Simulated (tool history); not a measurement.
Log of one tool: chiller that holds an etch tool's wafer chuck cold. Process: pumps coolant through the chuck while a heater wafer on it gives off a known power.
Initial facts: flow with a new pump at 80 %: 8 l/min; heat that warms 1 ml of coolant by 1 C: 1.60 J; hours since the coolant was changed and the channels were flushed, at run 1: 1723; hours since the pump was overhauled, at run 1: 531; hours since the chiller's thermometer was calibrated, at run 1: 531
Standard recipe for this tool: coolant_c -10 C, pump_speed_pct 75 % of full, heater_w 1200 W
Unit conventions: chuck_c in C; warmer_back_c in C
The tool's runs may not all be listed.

run   hour  coolant_c  pump_speed_pct  heater_w  hours since the coolant was changed and the channels were flushed  hours since the pump was overhauled  hours since the chiller's thermometer was calibrated  chuck_c  warmer_back_c
  1      0        -10              75      1200                                                               1723                                  531                                                   531      2.4           6.26
  2   22.1        -10              67      1200                                                               1745                                  553                                                   553      3.5           7.05
  3   52.9        -10              67      1170                                                               1776                                  584                                                   584        3           6.83
  4   79.2        -10              67      1170                                                               1802                                  610                                                   610      3.2           6.94
  5  107.2        -10              67      1170                                                               1830                                  638                                                   638      3.1           6.87
  6  122.7        -10              67      1170                                                               1846                                  653                                                   653      3.2           6.84
  7  144.7        -10              67      1170                                                               1868                                  675                                                   675      3.1           6.86
  8  180.6        -10              67      1170                                                               1904                                  711                                                   711      3.1           6.89
  9  201.1        -10              67      1170                                                               1924                                  732                                                   732      3.3           6.87
 10  219.3        -10              67      1170                                                               1942                                  750                                                   750      3.3           6.89
 11    235        -10              67      1170                                                               1958                                  766                                                   766      3.1           6.83
 12  273.1        -10              67      1170                                                               1996                                  804                                                   804      3.3           6.92
 13  299.3        -10              67      1170                                                               2022                                  830                                                   830      3.6           6.95
 14  317.5         -3              75      1200                                                               2041                                  848                                                   848      9.6            6.3
 15    350         -9              75      1200                                                               2073                                  881                                                   881      3.4           6.24
 16  375.6         -9              75      1200                                                               2099                                  906                                                   906      3.7           6.22
 17  398.6         -9              75      1200                                                               2122                                  929                                                   929      3.7           6.23
 18  428.8        -13              75      1200                                                               2152                                  959                                                   959     -0.3           6.24
 19    459        -10              99       973                                                               2182                                  990                                                   990     -1.6           3.69
 20  477.3         -7              78      1200                                                               2200                                 1008                                                  1008      5.3           5.96
 21  496.8         -7              78      1200                                                               2220                                 1027                                                  1027      5.3           6.06
 22  530.3         -7              78       986                                                               2253                                 1061                                                  1061      3.2           4.95
 23  553.6         -3              84      1200                                                               2277                                 1084                                                  1084      8.8           5.54
 24  583.5         -6              86      1200                                                               2307                                 1114                                                  1114      5.4           5.44
 25  601.3        -10              71       709                                                               2324                                 1132                                                  1132     -1.9           3.96
 26  621.6        -10              71       709                                                               2345                                 1152                                                  1152       -2           3.98
 27  646.2        -14              94      1557                                                               2369                                 1177                                                  1177     -0.1           6.32
 28  664.2        -14              94      1557                                                               2387                                 1195                                                  1195     -0.1           6.36
 29  699.8        -20              75       627                                                               2423                                 1230                                                  1230      -13            3.3
 30  734.4        -20              75       627                                                               2457                                 1265                                                  1265    -12.9            3.3
 31  754.4        -20              75       627                                                               2477                                 1285                                                  1285    -13.2           3.35
 32  770.7        -20              75       627                                                               2494                                 1301                                                  1301    -13.2           3.36
 33  790.6        -20              75       627                                                               2514                                 1321                                                  1321    -13.1           3.29

Below, each run's measurement less what the same run would have read without the hidden state. Both values contain the same run-to-run variation, but the gauge's scatter may not be the same in both:
What the log doesn't record here: heat passed by the chuck's channels, % of clean ones'; flow at a given pump speed, % of a new pump's; coolant's true temperature over the reading, C; drift of the gauge itself on chuck_c, C; drift of the gauge itself on warmer_back_c, C.
run  chuck_c  warmer_back_c
  1     +0.8          +0.12
  2     +0.9          +0.14
  3     +0.8          +0.14
  4     +0.9          +0.14
  5     +0.9          +0.15
  6     +0.9          +0.16
  7     +0.9          +0.16
  8     +0.9          +0.17
  9       +1          +0.17
 10       +1          +0.18
 11       +1          +0.19
 12       +1           +0.2
 13       +1           +0.2
 14       +1          +0.19
 15     +1.1          +0.19
 16     +1.1           +0.2
 17     +1.1           +0.2
 18     +1.2          +0.21
 19     +0.8          +0.13
 20     +1.1          +0.21
 21     +1.1          +0.22
 22       +1          +0.19
 23     +1.2          +0.21
 24     +1.1          +0.21
 25     +0.9          +0.16
 26     +0.9          +0.16
 27     +1.4          +0.26
 28     +1.5          +0.26
 29     +0.8          +0.15
 30     +0.9          +0.15
 31     +0.9          +0.14
 32     +0.9          +0.15
 33     +0.9          +0.16
